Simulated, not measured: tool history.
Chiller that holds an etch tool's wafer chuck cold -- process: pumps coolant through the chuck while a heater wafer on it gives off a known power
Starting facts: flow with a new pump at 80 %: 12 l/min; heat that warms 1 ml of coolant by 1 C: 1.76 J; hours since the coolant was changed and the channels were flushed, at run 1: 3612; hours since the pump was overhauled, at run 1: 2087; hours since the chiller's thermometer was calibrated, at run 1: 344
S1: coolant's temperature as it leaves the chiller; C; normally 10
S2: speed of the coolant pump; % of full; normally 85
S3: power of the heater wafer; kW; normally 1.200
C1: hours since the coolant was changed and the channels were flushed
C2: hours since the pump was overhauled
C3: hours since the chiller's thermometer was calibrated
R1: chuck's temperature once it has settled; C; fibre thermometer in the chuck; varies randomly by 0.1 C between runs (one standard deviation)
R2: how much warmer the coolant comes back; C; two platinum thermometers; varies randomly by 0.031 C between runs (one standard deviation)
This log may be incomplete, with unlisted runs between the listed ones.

| run | hour | S1 | S2 | S3 | C1 | C2 | C3 | R1 | R2 |
|---|---|---|---|---|---|---|---|---|---|
| 1 | 0.0 | 10 | 85 | 1.200 | 3612 | 2087 | 344 | 20.2 | 3.20 |
| 2 | 77.7 | 10 | 85 | 1.200 | 3689 | 2164 | 422 | 20.2 | 3.15 |
| 3 | 186.2 | 10 | 85 | 1.200 | 3798 | 2273 | 530 | 20.1 | 3.23 |
| 4 | 293.4 | 10 | 85 | 1.200 | 3905 | 2380 | 637 | 20.1 | 3.18 |
| 5 | 355.1 | 9 | 85 | 1.200 | 3967 | 2442 | 699 | 19.3 | 3.19 |
| 6 | 436.3 | 0 | 71 | 1.200 | 4048 | 2523 | 780 | 11.8 | 3.86 |
| 7 | 506.9 | 0 | 71 | 1.621 | 4118 | 2594 | 851 | 15.8 | 5.26 |
| 8 | 630.2 | 13 | 85 | 1.621 | 4242 | 2717 | 974 | 26.7 | 4.36 |
| 9 | 717.4 | 13 | 67 | 1.491 | 4329 | 2804 | 1061 | 28.2 | 5.06 |
| 10 | 818.9 | 10 | 67 | 0.850 | 4430 | 2905 | 1163 | 18.7 | 2.89 |

What if the next run were any one of these 4? Each begins from the tool's condition after run 10:
| A | 944.3 | 3 | 86 | 0.850 | 4556 | 3031 | 1288 | ? | ? |
| B | 944.3 | 12 | 67 | 1.595 | 4556 | 3031 | 1288 | ? | ? |
| C | 944.3 | 10 | 67 | 1.520 | 4556 | 3031 | 1288 | ? | ? |
| D | 944.3 | 3 | 85 | 1.200 | 4556 | 3031 | 1288 | ? | ? |

| run | R1 | R2 |
|---|---|---|
| A | 10.1 | 2.26 |
| B | 28.1 | 5.49 |
| C | 25.5 | 5.23 |
| D | 13.2 | 3.26 |
Without the tool's unlogged condition, the same runs would have read:
| run | R1 | R2 |
|---|---|---|
| A | 10.1 | 2.26 |
| B | 28.0 | 5.49 |
| C | 25.5 | 5.23 |
| D | 13.2 | 3.25 |
